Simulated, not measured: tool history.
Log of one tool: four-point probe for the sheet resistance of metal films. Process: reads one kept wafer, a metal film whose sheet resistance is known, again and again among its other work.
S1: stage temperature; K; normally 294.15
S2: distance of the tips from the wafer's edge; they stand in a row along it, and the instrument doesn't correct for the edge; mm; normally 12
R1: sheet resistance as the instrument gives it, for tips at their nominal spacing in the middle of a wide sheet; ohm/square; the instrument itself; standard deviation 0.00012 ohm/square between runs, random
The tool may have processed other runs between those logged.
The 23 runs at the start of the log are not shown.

run 24 hour=271.1 | S1=293.15 S2=4 | R1=0.601884
run 25 hour=279.6 | S1=301.15 S2=7 | R1=0.599618
run 26 hour=295.9 | S1=301.15 S2=7 | R1=0.600010
run 27 hour=303.5 | S1=301.15 S2=7 | R1=0.599796
run 28 hour=320.0 | S1=308.15 S2=16 | R1=0.599680
run 29 hour=334.0 | S1=297.15 S2=27 | R1=0.597606
-- hour=336.8 stage's thermometer calibrated, once more
run 30 hour=349.3 | S1=299.15 S2=5 | R1=0.600498
run 31 hour=360.0 | S1=291.15 S2=12 | R1=0.596304
run 32 hour=370.3 | S1=294.15 S2=56 | R1=0.596416

Each row is a separate what-if for the run after 32, all from the same tool condition, not one after another. Results?
run A hour=382.3 | S1=294.15 S2=12 | R1=?
run B hour=382.3 | S1=302.15 S2=4 | R1=?
run C hour=382.3 | S1=293.15 S2=7 | R1=?
run D hour=382.3 | S1=291.15 S2=28 | R1=?
run E hour=382.3 | S1=301.15 S2=7 | R1=?

run=A R1=0.596789
run=B R1=0.602944
run=C R1=0.597899
run=D R1=0.596050
run=E R1=0.599356
Without the tool's unlogged condition, the same runs would have read:
run=A R1=0.600463
run=B R1=0.606653
run=C R1=0.601580
run=D R1=0.599721
run=E R1=0.603044

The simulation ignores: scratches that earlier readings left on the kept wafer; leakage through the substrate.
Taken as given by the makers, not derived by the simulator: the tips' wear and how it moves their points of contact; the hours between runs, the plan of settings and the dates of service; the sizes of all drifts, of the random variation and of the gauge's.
